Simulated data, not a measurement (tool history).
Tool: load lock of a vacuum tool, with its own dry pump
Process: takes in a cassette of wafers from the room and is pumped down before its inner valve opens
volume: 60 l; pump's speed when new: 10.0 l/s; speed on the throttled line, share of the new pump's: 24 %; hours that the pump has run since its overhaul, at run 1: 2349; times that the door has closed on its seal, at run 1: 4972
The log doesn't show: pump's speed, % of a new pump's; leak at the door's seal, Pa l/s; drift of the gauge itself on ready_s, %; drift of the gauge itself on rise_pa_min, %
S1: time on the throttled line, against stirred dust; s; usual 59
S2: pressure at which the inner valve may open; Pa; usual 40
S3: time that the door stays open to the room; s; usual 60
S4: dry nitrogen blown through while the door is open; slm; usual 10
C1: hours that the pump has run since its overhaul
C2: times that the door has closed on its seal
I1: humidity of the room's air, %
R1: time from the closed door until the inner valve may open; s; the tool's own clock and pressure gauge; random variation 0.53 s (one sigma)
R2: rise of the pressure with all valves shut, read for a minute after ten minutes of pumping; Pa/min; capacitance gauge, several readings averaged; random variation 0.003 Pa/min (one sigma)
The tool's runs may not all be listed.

Run 1, day 0.000: usual settings; C1 2349; C2 4972; I1 47.9. Result: R1 91.6 s, R2 0.047 Pa/min.
Run 2, day 10.479: usual settings; C1 2600; C2 5694; I1 42.5. Result: R1 92.1 s, R2 0.042 Pa/min.
Run 3, day 26.483: usual settings; C1 2984; C2 6797; I1 45.1. Result: R1 91.5 s, R2 0.042 Pa/min.
Run 4, day 36.821: usual settings; C1 3232; C2 7509; I1 43.6. Result: R1 92.5 s, R2 0.046 Pa/min.
Run 5, day 50.217: usual settings but S1 95 s; C1 3554; C2 8432; I1 48.8. Result: R1 118.9 s, R2 0.052 Pa/min.
Run 6, day 72.021: usual settings but S1 95 s, S4 39 slm; C1 4077; C2 9934; I1 46.9. Result: R1 120.0 s, R2 0.037 Pa/min.
Run 7, day 90.888: usual settings; C1 4530; C2 11234; I1 43.0. Result: R1 91.9 s, R2 0.046 Pa/min.
Run 8, day 100.608: usual settings; C1 4763; C2 11904; I1 44.6. Result: R1 92.6 s, R2 0.043 Pa/min.
Run 9, day 123.708: usual settings; C1 5318; C2 13496; I1 43.0. Result: R1 92.0 s, R2 0.047 Pa/min.
Run 10, day 133.662: usual settings; C1 5556; C2 14181; I1 40.8. Result: R1 91.8 s, R2 0.041 Pa/min.
Run 11, day 148.612: usual settings; C1 5915; C2 15211; I1 47.1. Result: R1 92.4 s, R2 0.051 Pa/min.
Run 12, day 164.083: usual settings but S3 47 s; C1 6287; C2 16277; I1 42.8. Result: R1 92.7 s, R2 0.044 Pa/min.
Run 13, day 177.367: usual settings but S3 47 s; C1 6605; C2 17193; I1 46.3. Result: R1 92.5 s, R2 0.049 Pa/min.
Run 14, day 191.929: usual settings but S3 47 s; C1 6955; C2 18196; I1 44.7. Result: R1 91.9 s, R2 0.047 Pa/min.
Run 15, day 210.958: usual settings but S2 71 Pa, S3 47 s; C1 7412; C2 19507; I1 46.0. Result: R1 89.2 s, R2 0.051 Pa/min.
Run 16, day 232.950: usual settings but S2 35 Pa, S3 44 s; C1 7939; C2 21022; I1 46.4. Result: R1 93.7 s, R2 0.045 Pa/min.
Run 17, day 243.533: usual settings but S3 97 s, S4 31 slm; C1 8193; C2 21751; I1 44.7. Result: R1 92.0 s, R2 0.048 Pa/min.
Run 18, day 258.238: usual settings but S3 97 s, S4 31 slm; C1 8546; C2 22764; I1 45.5. Result: R1 92.1 s, R2 0.042 Pa/min.
Run 19, day 272.388: usual settings but S1 98 s, S4 29 slm; C1 8886; C2 23739; I1 50.2. Result: R1 120.3 s, R2 0.045 Pa/min.
Run 20, day 281.858: usual settings but S1 80 s, S2 65 Pa, S3 59 s, S4 21 slm; C1 9113; C2 24392; I1 43.2. Result: R1 105.1 s, R2 0.041 Pa/min.
Run 21, day 301.225: usual settings but S1 80 s, S2 65 Pa, S3 59 s, S4 21 slm; C1 9578; C2 25726; I1 44.2. Result: R1 104.8 s, R2 0.041 Pa/min.
At day 304.717: door's seal changed, seat wiped.
Run 22, day 315.433: usual settings but S1 72 s, S2 60 Pa, S4 11 slm; C1 9917; C2 739; I1 44.9. Result: R1 99.5 s, R2 0.050 Pa/min.
Run 23, day 327.008: usual settings but S1 72 s, S2 60 Pa, S4 11 slm; C1 10195; C2 1536; I1 48.5. Result: R1 99.4 s, R2 0.050 Pa/min.
Run 24, day 344.529: usual settings but S1 72 s, S3 28 s; C1 10616; C2 2743; I1 45.0. Result: R1 102.6 s, R2 0.035 Pa/min.
Run 25, day 365.908: usual settings but S1 72 s, S2 77 Pa, S3 28 s, S4 26 slm; C1 11129; C2 4216; I1 44.5. Result: R1 97.8 s, R2 0.031 Pa/min.
Run 26, day 381.696: usual settings but S1 72 s, S2 77 Pa, S3 28 s, S4 26 slm; C1 11508; C2 5304; I1 45.9. Result: R1 97.7 s, R2 0.032 Pa/min.
Run 27, day 403.521: usual settings but S4 24 slm; C1 12032; C2 6808; I1 45.8. Result: R1 92.5 s, R2 0.033 Pa/min.
Run 28, day 418.775: usual settings but S4 24 slm; C1 12398; C2 7859; I1 43.7. Result: R1 92.7 s, R2 0.037 Pa/min.
Run 29, day 432.225: usual settings but S1 32 s, S4 16 slm; C1 12720; C2 8785; I1 44.5. Result: R1 71.9 s, R2 0.038 Pa/min.
Run 30, day 448.092: usual settings but S3 118 s; C1 13101; C2 9879; I1 42.9. Result: R1 92.3 s, R2 0.049 Pa/min.

Measured less the same run without the tool's hidden state. The same run-to-run variation is in both; the gauge's scatter may not be:
run      R2
  1  +0.000
  2  +0.001
  3  +0.001
  4  +0.000
  5  +0.001
  6  +0.000
  7  +0.001
  8  +0.000
  9  +0.000
 10  +0.001
 11  +0.002
 12  +0.001
 13  +0.001
 14  +0.002
 15  +0.002
 16  +0.002
 17  +0.001
 18  +0.002
 19  +0.002
 20  +0.003
 21  +0.002
 22  +0.000
 23  +0.000
 24  +0.000
 25  +0.000
 26  +0.000
 27  +0.000
 28  +0.000
 29  +0.000
 30  +0.000
R1: within 0.1 s of the measured result in every run.
